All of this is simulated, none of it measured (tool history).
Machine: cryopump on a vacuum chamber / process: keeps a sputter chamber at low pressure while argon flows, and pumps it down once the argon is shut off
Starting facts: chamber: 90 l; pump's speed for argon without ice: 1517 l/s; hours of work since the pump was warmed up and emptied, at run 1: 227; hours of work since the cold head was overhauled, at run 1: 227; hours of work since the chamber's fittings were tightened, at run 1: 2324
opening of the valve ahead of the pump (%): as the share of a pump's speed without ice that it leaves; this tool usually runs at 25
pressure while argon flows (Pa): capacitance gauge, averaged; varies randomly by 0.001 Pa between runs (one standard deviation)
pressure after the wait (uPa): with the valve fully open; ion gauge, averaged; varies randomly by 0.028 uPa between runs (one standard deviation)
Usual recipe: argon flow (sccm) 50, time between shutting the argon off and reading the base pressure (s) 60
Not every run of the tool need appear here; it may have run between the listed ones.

| run | hour | argon flow (sccm) | time between shutting the argon off and reading the base pressure (s) | opening of the valve ahead of the pump (%) | hours of work since the pump was warmed up and emptied | hours of work since the cold head was overhauled | hours of work since the chamber's fittings were tightened | pressure while argon flows (Pa) | pressure after the wait (uPa) |
|---|---|---|---|---|---|---|---|---|---|
| 1 | 0 | 50 | 60 | 25 | 227 | 227 | 2324 | 0.2275 | 1.95 |
| 2 | 43.5 | 50 | 60 | 25 | 247 | 247 | 2345 | 0.2314 | 1.99 |
| 3 | 72.9 | 50 | 60 | 25 | 261 | 261 | 2358 | 0.2302 | 1.92 |
| 4 | 130.8 | 50 | 60 | 25 | 288 | 288 | 2386 | 0.2291 | 1.97 |
| 5 | 183.9 | 50 | 60 | 25 | 313 | 313 | 2411 | 0.2297 | 1.96 |
| 6 | 215.3 | 50 | 60 | 25 | 328 | 328 | 2426 | 0.2308 | 2.06 |
| 7 | 244.4 | 51 | 60 | 25 | 342 | 342 | 2439 | 0.2378 | 2.07 |
| 8 | 270.9 | 51 | 60 | 25 | 354 | 354 | 2452 | 0.2366 | 2.02 |
| 9 | 329.8 | 51 | 60 | 25 | 382 | 382 | 2480 | 0.2373 | 1.96 |
| 10 | 355.2 | 51 | 60 | 25 | 394 | 394 | 2492 | 0.2394 | 2.1 |
| 11 | 393.2 | 50 | 60 | 25 | 412 | 412 | 2510 | 0.2347 | 2.06 |
| 12 | 422.5 | 50 | 60 | 25 | 426 | 426 | 2523 | 0.2354 | 2.09 |
| 13 | 480.5 | 50 | 60 | 25 | 453 | 453 | 2551 | 0.2349 | 2.16 |
| 14 | 505.8 | 50 | 60 | 25 | 465 | 465 | 2563 | 0.2353 | 2.08 |
| 15 | 539.1 | 50 | 60 | 31 | 481 | 481 | 2578 | 0.1931 | 2.07 |
| 16 | 577.6 | 50 | 60 | 31 | 499 | 499 | 2596 | 0.1939 | 2.14 |
| 17 | 630.1 | 50 | 60 | 31 | 524 | 524 | 2621 | 0.1944 | 2.15 |
| 18 | 658.3 | 50 | 60 | 31 | 537 | 537 | 2635 | 0.1952 | 2.19 |
| 19 | 711.2 | 50 | 60 | 31 | 562 | 562 | 2659 | 0.1942 | 2.17 |
| 20 | 760.8 | 52 | 60 | 44 | 585 | 585 | 2683 | 0.1482 | 2.23 |
| 21 | 819.4 | 50 | 20 | 42 | 613 | 613 | 2711 | 0.1496 | 4.48 |
| 22 | 845.1 | 23 | 60 | 17 | 625 | 625 | 2723 | 0.1584 | 2.25 |
| 23 | 882.8 | 50 | 55 | 40 | 643 | 643 | 2740 | 0.1574 | 2.38 |
|  | 905.3 | pump warmed up, emptied and cooled again |
| 24 | 950.1 | 30 | 60 | 26 | 21 | 672 | 2770 | 0.1294 | 2.07 |
| 25 | 976.9 | 30 | 62 | 18 | 34 | 685 | 2782 | 0.1864 | 1.98 |
| 26 | 1029 | 30 | 62 | 18 | 58 | 710 | 2807 | 0.1872 | 2.01 |
| 27 | 1088.5 | 47 | 75 | 54 | 86 | 738 | 2835 | 0.0999 | 1.73 |
| 28 | 1144.6 | 47 | 75 | 54 | 113 | 764 | 2862 | 0.1003 | 1.77 |
| 29 | 1185.2 | 64 | 50 | 18 | 132 | 783 | 2881 | 0.4021 | 2.3 |
| 30 | 1234.9 | 41 | 253 | 47 | 155 | 807 | 2904 | 0.1015 | 1.19 |
| 31 | 1266.6 | 41 | 253 | 47 | 170 | 822 | 2919 | 0.1006 | 1.24 |
| 32 | 1314.1 | 67 | 220 | 19 | 193 | 844 | 2941 | 0.3994 | 1.26 |
| 33 | 1364.8 | 67 | 220 | 19 | 217 | 868 | 2965 | 0.4057 | 1.22 |
| 34 | 1399.3 | 62 | 257 | 25 | 233 | 884 | 2982 | 0.2835 | 1.22 |
| 35 | 1443.3 | 50 | 60 | 52 | 254 | 905 | 3002 | 0.1147 | 2.13 |

3 options for the next run, each taken on its own from the tool as it stands now. Forecast them:
| A | 1470.5 | 50 | 60 | 47 | 267 | 918 | 3015 | ? | ? |
| B | 1470.5 | 47 | 60 | 25 | 267 | 918 | 3015 | ? | ? |
| C | 1470.5 | 64 | 176 | 54 | 267 | 918 | 3015 | ? | ? |

| run | pressure while argon flows (Pa) | pressure after the wait (uPa) |
|---|---|---|
| A | 0.1246 | 2.1 |
| B | 0.2175 | 2.17 |
| C | 0.1418 | 1.36 |
Stripped of hidden state, with their random variation kept, the same runs would have yielded:
| run | pressure while argon flows (Pa) | pressure after the wait (uPa) |
|---|---|---|
| A | 0.1169 | 1.31 |
| B | 0.2101 | 1.37 |
| C | 0.1317 | 0.57 |

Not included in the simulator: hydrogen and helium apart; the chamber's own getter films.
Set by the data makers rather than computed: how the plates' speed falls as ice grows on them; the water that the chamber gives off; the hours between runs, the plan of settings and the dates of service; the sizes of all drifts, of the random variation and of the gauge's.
